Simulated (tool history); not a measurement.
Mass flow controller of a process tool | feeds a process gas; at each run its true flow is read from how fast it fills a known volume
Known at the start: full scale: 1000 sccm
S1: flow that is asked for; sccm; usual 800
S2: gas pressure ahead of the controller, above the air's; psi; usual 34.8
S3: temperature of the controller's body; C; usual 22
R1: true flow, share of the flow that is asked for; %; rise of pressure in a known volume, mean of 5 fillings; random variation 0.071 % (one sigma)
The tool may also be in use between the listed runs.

run,hour,S1,S2,S3,R1
1,0,800,34.8,22,99.65
2,53.2,800,34.8,22,99.63
3,162.5,800,34.8,22,99.63
4,268.4,800,34.8,30,99.07
5,361.3,800,34.8,30,98.99
6,470,800,34.8,31,98.98
7,515.1,800,34.8,31,99.06
8,586.2,800,34.8,22,99.7
9,678.7,800,34.8,22,99.6
10,745.5,861,34.8,22,99.56
11,799.8,861,34.8,22,99.62
12,866,861,34.8,22,99.65
13,969.7,861,34.8,22,99.47
# hour 975.3: controller's zero set anew
14,1044.8,800,26,22,100.19
15,1118,221,26,22,102.35
16,1175.9,134,26,22,104.85
17,1249.9,800,34.8,22,99.85
# hour 1283.9: controller's zero set anew, once more
18,1296.3,800,34.8,22,98.88
19,1405.9,800,34.8,22,98.82
20,1507.6,800,34.8,22,98.73
21,1577.6,800,34.8,22,98.78

The next listed run, before its measurement:
22,1648.3,800,38.4,36,?

Run 22 gave R1 97.76 %.
Without the tool's hidden state the same run would have given R1 98.91 %.
